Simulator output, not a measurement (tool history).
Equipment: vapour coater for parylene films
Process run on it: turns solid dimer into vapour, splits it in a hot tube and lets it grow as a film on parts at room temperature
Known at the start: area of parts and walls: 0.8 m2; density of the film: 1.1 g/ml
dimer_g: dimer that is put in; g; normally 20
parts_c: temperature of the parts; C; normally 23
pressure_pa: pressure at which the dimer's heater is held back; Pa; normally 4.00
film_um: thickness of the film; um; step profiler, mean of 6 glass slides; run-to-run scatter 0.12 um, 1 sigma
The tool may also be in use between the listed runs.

Run 1, hour 0.0: usual settings. Result: film_um 17.45 um.
Run 2, hour 8.6: usual settings but parts_c 34 C. Result: film_um 10.40 um.
Run 3, hour 25.2: usual settings but dimer_g 26 g. Result: film_um 22.66 um.
Run 4, hour 40.1: usual settings but dimer_g 26 g. Result: film_um 22.34 um.
Run 5, hour 51.8: usual settings but dimer_g 26 g. Result: film_um 22.59 um.
Run 6, hour 65.2: usual settings but dimer_g 9 g. Result: film_um 7.92 um.
Run 7, hour 73.9: usual settings but dimer_g 9 g. Result: film_um 7.66 um.
Run 8, hour 89.4: usual settings but dimer_g 9 g. Result: film_um 7.88 um.
Run 9, hour 105.2: usual settings but dimer_g 31 g, parts_c 18 C, pressure_pa 6.48 Pa. Result: film_um 31.75 um.
Run 10, hour 113.4: usual settings but dimer_g 29 g, parts_c 20 C, pressure_pa 6.94 Pa. Result: film_um 26.76 um.
Run 11, hour 122.8: usual settings but dimer_g 16 g, parts_c 15 C, pressure_pa 6.31 Pa. Result: film_um 17.56 um.
Run 12, hour 139.3: usual settings but dimer_g 16 g, parts_c 15 C, pressure_pa 6.31 Pa. Result: film_um 17.51 um.
Run 13, hour 154.4: usual settings but dimer_g 19 g, parts_c 21 C, pressure_pa 5.62 Pa. Result: film_um 17.27 um.
Run 14, hour 170.4: usual settings but dimer_g 19 g, parts_c 21 C, pressure_pa 5.62 Pa. Result: film_um 17.33 um.

For some of the steps in film_um from one run to the next: how much would appear even if the tool had no hidden state, given the settings, what came in and random variation, and how much remains for the hidden state plus any gauge scatter that the measured result and the result without hidden state don't share?
What the log doesn't record here: vapour lost through the trap's worn valve, %; true temperature of the parts over the reading, C; drift of the gauge itself on film_um, %.
Run 8 -> 9: dimer_g 9 -> 31, parts_c 23 -> 18, pressure_pa 4.00 -> 6.48. film_um +23.87 um: hidden state -0.28, all else +24.15.
